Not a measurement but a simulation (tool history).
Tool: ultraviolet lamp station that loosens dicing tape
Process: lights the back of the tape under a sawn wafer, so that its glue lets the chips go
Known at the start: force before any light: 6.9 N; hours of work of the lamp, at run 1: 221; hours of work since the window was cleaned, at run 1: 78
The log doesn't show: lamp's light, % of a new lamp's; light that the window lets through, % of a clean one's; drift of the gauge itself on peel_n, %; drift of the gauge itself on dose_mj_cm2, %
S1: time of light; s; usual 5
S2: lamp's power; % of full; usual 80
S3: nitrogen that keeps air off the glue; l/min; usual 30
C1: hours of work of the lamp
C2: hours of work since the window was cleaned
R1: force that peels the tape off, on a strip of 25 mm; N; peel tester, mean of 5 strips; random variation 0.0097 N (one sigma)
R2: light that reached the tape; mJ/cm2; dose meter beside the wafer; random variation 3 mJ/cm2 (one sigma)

| run | hour | S1 | S2 | S3 | C1 | C2 | R1 | R2 |
|---|---|---|---|---|---|---|---|---|
| 1 | 0.0 | 5 | 80 | 30 | 221 | 78 | 0.526 | 381 |
| 2 | 13.3 | 5 | 80 | 30 | 227 | 85 | 0.523 | 378 |
| 3 | 28.6 | 5 | 90 | 30 | 235 | 92 | 0.440 | 421 |
| 4 | 49.5 | 5 | 90 | 30 | 245 | 102 | 0.448 | 414 |
| 5 | 68.1 | 5 | 90 | 30 | 254 | 111 | 0.460 | 416 |
| 6 | 85.7 | 5 | 90 | 30 | 262 | 120 | 0.466 | 403 |
| 7 | 99.5 | 5 | 90 | 30 | 269 | 126 | 0.485 | 408 |
| 8 | 118.1 | 5 | 90 | 30 | 278 | 135 | 0.492 | 400 |
| 9 | 127.9 | 5 | 90 | 30 | 283 | 140 | 0.492 | 405 |
| 10 | 146.4 | 5 | 90 | 30 | 292 | 149 | 0.510 | 397 |
| 11 | 155.7 | 5 | 80 | 30 | 296 | 153 | 0.603 | 349 |
| 12 | 173.7 | 5 | 80 | 30 | 305 | 162 | 0.627 | 346 |
| 13 | 184.2 | 5 | 80 | 30 | 310 | 167 | 0.636 | 345 |
| 14 | 203.5 | 5 | 80 | 33 | 319 | 176 | 0.607 | 339 |
| 15 | 225.8 | 5 | 80 | 30 | 330 | 187 | 0.658 | 337 |
| 16 | 240.8 | 5 | 80 | 30 | 337 | 194 | 0.682 | 335 |
| 17 | 257.1 | 5 | 80 | 30 | 345 | 202 | 0.663 | 328 |
| 18 | 279.2 | 5 | 80 | 30 | 356 | 213 | 0.716 | 327 |
|  | 284.9 | window cleaned of glue's vapour |
| 19 | 289.1 | 5 | 80 | 30 | 360 | 2 | 0.532 | 373 |
| 20 | 305.6 | 5 | 80 | 30 | 368 | 10 | 0.555 | 376 |
| 21 | 324.5 | 5 | 80 | 30 | 377 | 19 | 0.575 | 367 |
| 22 | 335.1 | 5 | 80 | 30 | 382 | 24 | 0.565 | 367 |
| 23 | 345.7 | 5 | 63 | 30 | 387 | 29 | 0.879 | 284 |
| 24 | 362.3 | 4 | 80 | 30 | 395 | 37 | 0.866 | 287 |
| 25 | 377.4 | 4 | 80 | 30 | 403 | 45 | 0.865 | 285 |
| 26 | 391.2 | 2 | 80 | 30 | 409 | 51 | 2.324 | 143 |
| 27 | 406.0 | 5 | 75 | 31 | 416 | 58 | 0.657 | 337 |
| 28 | 416.8 | 5 | 86 | 19 | 422 | 64 | 0.732 | 376 |
| 29 | 434.3 | 5 | 86 | 19 | 430 | 72 | 0.735 | 370 |
| 30 | 455.5 | 5 | 86 | 19 | 440 | 82 | 0.736 | 368 |
| 31 | 469.8 | 4 | 66 | 30 | 447 | 89 | 1.343 | 226 |
| 32 | 482.0 | 4 | 66 | 30 | 453 | 95 | 1.314 | 221 |
| 33 | 502.2 | 4 | 66 | 30 | 463 | 105 | 1.350 | 224 |
| 34 | 517.9 | 3 | 82 | 32 | 470 | 112 | 1.497 | 205 |
| 35 | 539.6 | 3 | 72 | 15 | 481 | 123 | 2.487 | 176 |
| 36 | 552.7 | 3 | 72 | 15 | 487 | 129 | 2.443 | 177 |
| 37 | 562.7 | 3 | 72 | 15 | 492 | 134 | 2.441 | 174 |
| 38 | 580.3 | 5 | 91 | 13 | 500 | 142 | 0.995 | 367 |
| 39 | 601.1 | 5 | 91 | 13 | 511 | 152 | 1.050 | 356 |
| 40 | 613.5 | 5 | 91 | 13 | 517 | 158 | 0.993 | 357 |
| 41 | 628.4 | 2 | 80 | 30 | 524 | 166 | 2.606 | 122 |
| 42 | 644.1 | 2 | 66 | 37 | 531 | 173 | 3.137 | 99 |
| 43 | 660.3 | 2 | 85 | 38 | 539 | 181 | 2.421 | 129 |

5 ways to go on from here, each from the tool as it stands after run 43. What would each give?
| A | 670.0 | 6 | 97 | 20 | 544 | 186 | ? | ? |
| B | 670.0 | 5 | 67 | 38 | 544 | 186 | ? | ? |
| C | 670.0 | 5 | 80 | 28 | 544 | 186 | ? | ? |
| D | 670.0 | 5 | 61 | 13 | 544 | 186 | ? | ? |
| E | 670.0 | 2 | 85 | 10 | 544 | 186 | ? | ? |

| run | R1 | R2 |
|---|---|---|
| A | 0.528 | 438 |
| B | 0.978 | 254 |
| C | 0.849 | 300 |
| D | 1.907 | 229 |
| E | 3.543 | 128 |
Without the tool's hidden state the same runs would have given:
| run | R1 | R2 |
|---|---|---|
| A | 0.308 | 645 |
| B | 0.504 | 373 |
| C | 0.436 | 444 |
| D | 1.105 | 339 |
| E | 2.608 | 189 |

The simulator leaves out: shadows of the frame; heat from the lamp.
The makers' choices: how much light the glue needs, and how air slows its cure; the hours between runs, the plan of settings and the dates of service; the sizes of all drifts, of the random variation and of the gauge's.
